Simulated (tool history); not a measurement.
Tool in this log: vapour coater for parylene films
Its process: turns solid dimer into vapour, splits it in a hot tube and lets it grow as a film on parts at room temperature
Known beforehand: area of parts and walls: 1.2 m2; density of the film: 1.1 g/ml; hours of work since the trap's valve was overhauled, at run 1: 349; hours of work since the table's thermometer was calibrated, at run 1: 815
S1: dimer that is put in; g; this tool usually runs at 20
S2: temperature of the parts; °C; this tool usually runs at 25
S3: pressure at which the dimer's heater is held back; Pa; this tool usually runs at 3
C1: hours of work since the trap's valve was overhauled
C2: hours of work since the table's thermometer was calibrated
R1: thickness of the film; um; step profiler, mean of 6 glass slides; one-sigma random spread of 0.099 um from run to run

Run 1, hour 0: usual settings; C1 349; C2 815. Result: R1 11.57 um.
Run 2, hour 50: usual settings but S3 2.45 Pa; C1 378; C2 844. Result: R1 12.03 um.
Run 3, hour 89.4: usual settings but S3 2.45 Pa; C1 401; C2 867. Result: R1 12.07 um.
Run 4, hour 127.6: usual settings but S3 2.45 Pa; C1 424; C2 890. Result: R1 11.94 um.
Run 5, hour 168.9: usual settings but S2 37 °C; C1 448; C2 914. Result: R1 8.89 um.
Run 6, hour 205.2: usual settings but S2 34 °C; C1 469; C2 935. Result: R1 9.35 um.
Run 7, hour 251.3: usual settings but S3 2.05 Pa; C1 496; C2 962. Result: R1 12.41 um.
Run 8, hour 280.6: usual settings; C1 513; C2 979. Result: R1 11.27 um.
Run 9, hour 329.8: usual settings; C1 542; C2 1008. Result: R1 11.18 um.
Run 10, hour 374.3: usual settings; C1 568; C2 1034. Result: R1 11.28 um.
Run 11, hour 430.3: usual settings; C1 601; C2 1066. Result: R1 11.16 um.
At hour 441.4: trap's valve overhauled.
Run 12, hour 470.7: usual settings; C1 17; C2 1088. Result: R1 12.16 um.
Run 13, hour 496.4: usual settings; C1 32; C2 1103. Result: R1 12.05 um.
Run 14, hour 535.4: usual settings; C1 55; C2 1125. Result: R1 12.03 um.
Run 15, hour 585.7: usual settings but S1 30 g; C1 84; C2 1155. Result: R1 18.09 um.
Run 16, hour 626: usual settings; C1 108; C2 1178. Result: R1 11.94 um.
Run 17, hour 677.3: usual settings but S2 32 °C; C1 138; C2 1208. Result: R1 10.19 um.
Run 18, hour 721.5: usual settings but S2 32 °C, S3 2.15 Pa; C1 164; C2 1234. Result: R1 11.22 um.
Run 19, hour 775: usual settings but S2 32 °C, S3 2.15 Pa; C1 195; C2 1265. Result: R1 11.17 um.
Run 20, hour 811.9: usual settings; C1 216; C2 1287. Result: R1 11.69 um.
Run 21, hour 867.9: usual settings; C1 249; C2 1319. Result: R1 11.77 um.
Run 22, hour 895.2: usual settings but S1 14 g, S2 29 °C; C1 265; C2 1335. Result: R1 7.55 um.
Run 23, hour 923.1: usual settings but S2 36 °C, S3 5.51 Pa; C1 281; C2 1352. Result: R1 8.08 um.
Run 24, hour 969.2: usual settings but S2 36 °C, S3 5.51 Pa; C1 308; C2 1379. Result: R1 8.04 um.
Run 25, hour 1026.2: usual settings but S1 18 g, S3 11.49 Pa; C1 341; C2 1412. Result: R1 7.55 um.
Run 26, hour 1074.9: usual settings but S1 18 g, S3 11.49 Pa; C1 370; C2 1440. Result: R1 7.51 um.
Run 27, hour 1115: usual settings but S1 18 g, S3 11.49 Pa; C1 393; C2 1464. Result: R1 7.49 um.
Run 28, hour 1153.4: usual settings but S1 27 g, S2 29 °C; C1 416; C2 1486. Result: R1 14.39 um.
Run 29, hour 1197.2: usual settings but S1 29 g, S3 11.55 Pa; C1 441; C2 1512. Result: R1 12.13 um.
Run 30, hour 1247.5: usual settings but S1 19 g, S3 3.36 Pa; C1 471; C2 1541. Result: R1 10.55 um.
Run 31, hour 1276.1: usual settings but S1 19 g, S3 3.36 Pa; C1 487; C2 1558. Result: R1 10.63 um.
Run 32, hour 1320.8: usual settings but S1 24 g, S2 36 °C, S3 5.43 Pa; C1 513; C2 1584. Result: R1 9.4 um.
Run 33, hour 1354.2: usual settings but S1 8 g, S2 17 °C, S3 5.43 Pa; C1 533; C2 1603. Result: R1 4.64 um.
Run 34, hour 1401: usual settings but S1 36 g, S2 19 °C, S3 8.23 Pa; C1 560; C2 1631. Result: R1 17.98 um.
Run 35, hour 1451.6: usual settings but S1 8 g, S2 28 °C, S3 7.18 Pa; C1 590; C2 1660. Result: R1 3.45 um.
At hour 1484.2: trap's valve overhauled.
Run 36, hour 1487: usual settings but S1 34 g; C1 2; C2 1679. Result: R1 20.81 um.
Run 37, hour 1517.3: usual settings but S1 34 g; C1 19; C2 1696. Result: R1 20.77 um.
Run 38, hour 1558.7: usual settings but S1 34 g, S2 22 °C, S3 3.83 Pa; C1 43; C2 1720. Result: R1 20.62 um.
Run 39, hour 1612.2: usual settings but S1 11 g; C1 75; C2 1752. Result: R1 6.52 um.
Run 40, hour 1644: usual settings but S1 10 g, S2 27 °C, S3 4.16 Pa; C1 93; C2 1770. Result: R1 5.27 um.
Run 41, hour 1684.2: usual settings but S1 10 g, S2 26 °C, S3 2.03 Pa; C1 117; C2 1794. Result: R1 6.47 um.

Had the tool no unlogged condition, and each run kept its random variation, what would the results have been?
Hidden conditions of the tool in this case: vapour lost through the trap's worn valve, %; true temperature of the parts over the reading, C; drift of the gauge itself on film_um, %.
run     R1
  1  12.13
  2  12.66
  3  12.74
  4  12.64
  5   9.44
  6   9.95
  7  13.26
  8  12.07
  9  12.02
 10  12.16
 11  12.09
 12  12.11
 13  12.02
 14  12.03
 15  18.17
 16  12.03
 17   10.3
 18  11.38
 19  11.36
 20  11.93
 21  12.05
 22   7.75
 23   8.31
 24   8.29
 25   7.82
 26   7.81
 27    7.8
 28  15.04
 29  12.71
 30  11.11
 31  11.21
 32   9.95
 33   4.92
 34  19.13
 35   3.68
 36  20.65
 37  20.65
 38  20.57
 39   6.53
 40   5.28
 41   6.51
